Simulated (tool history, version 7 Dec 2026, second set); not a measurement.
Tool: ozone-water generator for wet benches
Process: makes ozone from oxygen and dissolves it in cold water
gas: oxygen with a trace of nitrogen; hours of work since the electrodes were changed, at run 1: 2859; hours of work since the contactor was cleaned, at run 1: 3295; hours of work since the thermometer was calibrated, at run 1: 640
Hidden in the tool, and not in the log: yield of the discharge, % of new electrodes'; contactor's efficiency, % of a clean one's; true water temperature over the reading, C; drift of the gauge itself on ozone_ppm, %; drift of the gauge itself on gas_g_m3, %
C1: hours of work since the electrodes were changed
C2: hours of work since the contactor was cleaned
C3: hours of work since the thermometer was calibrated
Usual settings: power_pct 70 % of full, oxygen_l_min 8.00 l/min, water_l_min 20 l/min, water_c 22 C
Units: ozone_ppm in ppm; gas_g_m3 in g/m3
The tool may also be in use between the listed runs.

Run 1, hour 0.0: usual settings; C1 2859; C2 3295; C3 640. Result: ozone_ppm 22.8 ppm, gas_g_m3 164.1 g/m3.
Run 2, hour 107.8: usual settings; C1 2956; C2 3392; C3 738. Result: ozone_ppm 22.9 ppm, gas_g_m3 161.1 g/m3.
Run 3, hour 162.1: usual settings; C1 3006; C2 3442; C3 787. Result: ozone_ppm 22.8 ppm, gas_g_m3 163.9 g/m3.
Run 4, hour 282.8: usual settings; C1 3115; C2 3551; C3 896. Result: ozone_ppm 23.1 ppm, gas_g_m3 164.6 g/m3.
Run 5, hour 406.4: usual settings; C1 3227; C2 3663; C3 1009. Result: ozone_ppm 22.8 ppm, gas_g_m3 163.7 g/m3.
Run 6, hour 521.6: usual settings; C1 3332; C2 3768; C3 1113. Result: ozone_ppm 23.1 ppm, gas_g_m3 164.5 g/m3.
Run 7, hour 614.6: usual settings; C1 3416; C2 3852; C3 1197. Result: ozone_ppm 22.9 ppm, gas_g_m3 163.6 g/m3.
Run 8, hour 719.9: usual settings but oxygen_l_min 7.86 l/min; C1 3512; C2 3948; C3 1293. Result: ozone_ppm 23.0 ppm, gas_g_m3 168.1 g/m3.
Run 9, hour 772.2: usual settings but oxygen_l_min 7.86 l/min; C1 3559; C2 3995; C3 1340. Result: ozone_ppm 23.1 ppm, gas_g_m3 168.0 g/m3.
Run 10, hour 864.1: usual settings but water_c 17 C; C1 3642; C2 4079; C3 1424. Result: ozone_ppm 25.1 ppm, gas_g_m3 167.2 g/m3.
Run 11, hour 954.2: usual settings but water_c 17 C; C1 3724; C2 4160; C3 1505. Result: ozone_ppm 25.2 ppm, gas_g_m3 165.7 g/m3.
Run 12, hour 1074.4: usual settings but power_pct 46 % of full; C1 3833; C2 4269; C3 1615. Result: ozone_ppm 15.7 ppm, gas_g_m3 114.7 g/m3.
At hour 1143.5: gauge calibrated.
Run 13, hour 1143.5: usual settings but power_pct 46 % of full; C1 3896; C2 4332; C3 1677. Result: ozone_ppm 15.9 ppm, gas_g_m3 110.9 g/m3.
Run 14, hour 1200.7: usual settings but power_pct 46 % of full; C1 3948; C2 4384; C3 1729. Result: ozone_ppm 15.9 ppm, gas_g_m3 113.4 g/m3.
Run 15, hour 1257.6: usual settings but power_pct 46 % of full; C1 3999; C2 4435; C3 1781. Result: ozone_ppm 15.7 ppm, gas_g_m3 113.5 g/m3.
Run 16, hour 1335.1: usual settings but water_l_min 15 l/min; C1 4070; C2 4506; C3 1851. Result: ozone_ppm 26.3 ppm, gas_g_m3 163.8 g/m3.
Run 17, hour 1410.6: usual settings but water_l_min 15 l/min; C1 4138; C2 4574; C3 1920. Result: ozone_ppm 26.8 ppm, gas_g_m3 163.9 g/m3.
Run 18, hour 1473.0: usual settings but oxygen_l_min 8.89 l/min, water_l_min 17 l/min, water_c 24 C; C1 4195; C2 4631; C3 1976. Result: ozone_ppm 23.2 ppm, gas_g_m3 153.2 g/m3.
Run 19, hour 1585.6: usual settings but power_pct 89 % of full, oxygen_l_min 6.87 l/min, water_l_min 17 l/min, water_c 24 C; C1 4297; C2 4733; C3 2078. Result: ozone_ppm 30.4 ppm, gas_g_m3 225.6 g/m3.
Run 20, hour 1648.9: usual settings but power_pct 89 % of full, oxygen_l_min 6.87 l/min, water_l_min 17 l/min, water_c 24 C; C1 4354; C2 4790; C3 2136. Result: ozone_ppm 30.8 ppm, gas_g_m3 224.3 g/m3.
Run 21, hour 1703.0: usual settings but oxygen_l_min 13.92 l/min, water_l_min 18 l/min; C1 4403; C2 4839; C3 2185. Result: ozone_ppm 20.1 ppm, gas_g_m3 113.8 g/m3.
Run 22, hour 1812.1: usual settings but oxygen_l_min 6.44 l/min; C1 4502; C2 4938; C3 2284. Result: ozone_ppm 23.9 ppm, gas_g_m3 192.6 g/m3.
At hour 1866.3: contactor cleaned.
Run 23, hour 1937.0: usual settings but water_c 19 C; C1 4612; C2 64; C3 2393. Result: ozone_ppm 24.2 ppm, gas_g_m3 164.9 g/m3.
Run 24, hour 2063.6: usual settings but water_c 19 C; C1 4727; C2 179; C3 2508. Result: ozone_ppm 24.3 ppm, gas_g_m3 166.5 g/m3.
Run 25, hour 2136.7: usual settings but water_c 19 C; C1 4793; C2 245; C3 2574. Result: ozone_ppm 24.3 ppm, gas_g_m3 167.7 g/m3.
Run 26, hour 2236.3: usual settings but power_pct 67 % of full, oxygen_l_min 5.27 l/min, water_c 18 C; C1 4883; C2 336; C3 2665. Result: ozone_ppm 25.4 ppm, gas_g_m3 212.1 g/m3.
Run 27, hour 2363.2: usual settings but power_pct 72 % of full, water_l_min 14 l/min; C1 4999; C2 451; C3 2780. Result: ozone_ppm 27.8 ppm, gas_g_m3 172.6 g/m3.
Run 28, hour 2481.5: usual settings but power_pct 53 % of full, water_c 24 C; C1 5106; C2 558; C3 2887. Result: ozone_ppm 17.2 ppm, gas_g_m3 132.4 g/m3.
Run 29, hour 2535.5: usual settings but water_l_min 23 l/min; C1 5155; C2 607; C3 2936. Result: ozone_ppm 21.1 ppm, gas_g_m3 169.5 g/m3.
Run 30, hour 2604.4: usual settings but water_l_min 23 l/min; C1 5217; C2 669; C3 2999. Result: ozone_ppm 20.9 ppm, gas_g_m3 168.2 g/m3.
Run 31, hour 2695.0: usual settings but water_l_min 23 l/min; C1 5300; C2 752; C3 3081. Result: ozone_ppm 21.1 ppm, gas_g_m3 169.7 g/m3.
Run 32, hour 2792.8: usual settings but water_l_min 17 l/min; C1 5388; C2 840; C3 3170. Result: ozone_ppm 25.0 ppm, gas_g_m3 167.7 g/m3.

Hidden state at the last listed run before each entry between runs and at the first one after, where it differs:
Between runs 12 and 13: gauge calibrated (hour 1143.5)
  drift of the gauge itself on gas_g_m3, %: 2.79 -> 0
  measured less the result without the state, gas_g_m3: +3.1 -> +0.0 g/m3
Between runs 22 and 23: contactor cleaned (hour 1866.3)
  contactor's efficiency, % of a clean one's: 99.8 -> 100; drift of the gauge itself on gas_g_m3, %: 1.74 -> 2.05
  measured less the result without the state, gas_g_m3: +3.1 -> +3.2 g/m3
